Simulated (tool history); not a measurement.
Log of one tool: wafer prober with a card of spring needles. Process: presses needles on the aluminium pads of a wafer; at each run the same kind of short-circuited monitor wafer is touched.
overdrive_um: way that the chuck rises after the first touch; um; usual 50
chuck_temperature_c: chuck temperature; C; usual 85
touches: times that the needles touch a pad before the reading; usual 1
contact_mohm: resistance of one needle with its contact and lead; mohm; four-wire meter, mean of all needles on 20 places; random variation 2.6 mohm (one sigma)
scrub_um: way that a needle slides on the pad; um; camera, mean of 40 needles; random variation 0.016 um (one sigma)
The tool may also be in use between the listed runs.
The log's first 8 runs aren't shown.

At hour 77.1: tips cleaned on abrasive film.
Run 9, hour 83.3: usual settings. Result: contact_mohm 299 mohm, scrub_um 10.10 um.
Run 10, hour 90.5: usual settings. Result: contact_mohm 301 mohm, scrub_um 10.12 um.
At hour 93.4: tips cleaned on abrasive film.
At hour 102.2: height of the first contact set anew.
Run 11, hour 103.3: usual settings but chuck_temperature_c 29 C. Result: contact_mohm 276 mohm, scrub_um 10.10 um.
At hour 109.6: tips cleaned on abrasive film.
Run 12, hour 113.0: usual settings but chuck_temperature_c 29 C. Result: contact_mohm 280 mohm, scrub_um 10.12 um.
Run 13, hour 123.1: usual settings but chuck_temperature_c 52 C. Result: contact_mohm 285 mohm, scrub_um 10.11 um.
At hour 125.9: tips cleaned on abrasive film.
Run 14, hour 133.1: usual settings but chuck_temperature_c 52 C. Result: contact_mohm 289 mohm, scrub_um 10.11 um.
At hour 141.9: tips cleaned on abrasive film.
Run 15, hour 142.0: usual settings but chuck_temperature_c 52 C. Result: contact_mohm 287 mohm, scrub_um 10.12 um.
At hour 157.5: tips cleaned on abrasive film.
Run 16, hour 157.5: usual settings but chuck_temperature_c 52 C. Result: contact_mohm 286 mohm, scrub_um 10.07 um.
Run 17, hour 170.7: usual settings. Result: contact_mohm 295 mohm, scrub_um 10.15 um.
At hour 173.5: tips cleaned on abrasive film.
Run 18, hour 186.4: usual settings. Result: contact_mohm 301 mohm, scrub_um 10.09 um.
At hour 189.5: tips cleaned on abrasive film.
Run 19, hour 194.7: usual settings. Result: contact_mohm 295 mohm, scrub_um 10.11 um.

Run 20 comes next. What will it give?
Run 20, hour 202.6: usual settings but chuck_temperature_c 66 C. Result: contact_mohm ?, scrub_um ?.

Run 20 gave contact_mohm 294 mohm, scrub_um 10.12 um.
Without the tool's hidden state the same run would have given contact_mohm 294 mohm, scrub_um 10.12 um.

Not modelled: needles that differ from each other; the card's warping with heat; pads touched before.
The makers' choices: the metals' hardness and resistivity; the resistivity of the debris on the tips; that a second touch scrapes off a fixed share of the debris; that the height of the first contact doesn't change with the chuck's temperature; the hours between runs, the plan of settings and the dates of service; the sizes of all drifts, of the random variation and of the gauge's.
